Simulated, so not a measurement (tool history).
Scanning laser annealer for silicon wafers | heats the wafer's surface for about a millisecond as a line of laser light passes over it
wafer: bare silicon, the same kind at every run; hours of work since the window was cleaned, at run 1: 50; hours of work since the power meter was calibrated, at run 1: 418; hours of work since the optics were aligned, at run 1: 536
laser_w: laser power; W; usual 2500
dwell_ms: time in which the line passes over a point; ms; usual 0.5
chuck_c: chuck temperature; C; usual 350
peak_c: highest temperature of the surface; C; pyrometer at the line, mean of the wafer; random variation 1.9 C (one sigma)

| run | hour | laser_w | dwell_ms | chuck_c | hours of work since the window was cleaned | hours of work since the power meter was calibrated | hours of work since the optics were aligned | peak_c |
|---|---|---|---|---|---|---|---|---|
| 1 | 0 | 2500 | 0.5 | 350 | 50 | 418 | 536 | 1100 |
| 2 | 15.1 | 2500 | 0.402 | 350 | 60 | 428 | 546 | 1012 |
| 3 | 24.7 | 2500 | 0.402 | 350 | 66 | 435 | 552 | 1010 |
| 4 | 35.2 | 2500 | 0.402 | 350 | 73 | 441 | 559 | 1010 |
| 5 | 55 | 2500 | 0.5 | 350 | 86 | 455 | 573 | 1092 |
| 6 | 74.7 | 2500 | 0.5 | 350 | 99 | 468 | 586 | 1088 |
| 7 | 92.4 | 2500 | 0.5 | 350 | 111 | 479 | 597 | 1086 |
| 8 | 111.3 | 2279 | 0.523 | 359 | 124 | 492 | 610 | 1028 |
| 9 | 121.6 | 2500 | 0.5 | 356 | 130 | 499 | 617 | 1090 |
| 10 | 131.3 | 2617 | 0.394 | 383 | 137 | 505 | 623 | 1067 |
| 11 | 151.6 | 2534 | 0.595 | 362 | 150 | 518 | 636 | 1182 |

3 ways to go on from here, each from the tool as it stands after run 11. What would each give?
| A | 170 | 2510 | 0.595 | 362 | 162 | 531 | 649 | ? |
| B | 170 | 2153 | 0.569 | 340 | 162 | 531 | 649 | ? |
| C | 170 | 2355 | 0.595 | 358 | 162 | 531 | 649 | ? |

| run | peak_c |
|---|---|
| A | 1169 |
| B | 989 |
| C | 1106 |
Without the tool's hidden state the same runs would have given:
| run | peak_c |
|---|---|
| A | 1215 |
| B | 1026 |
| C | 1148 |
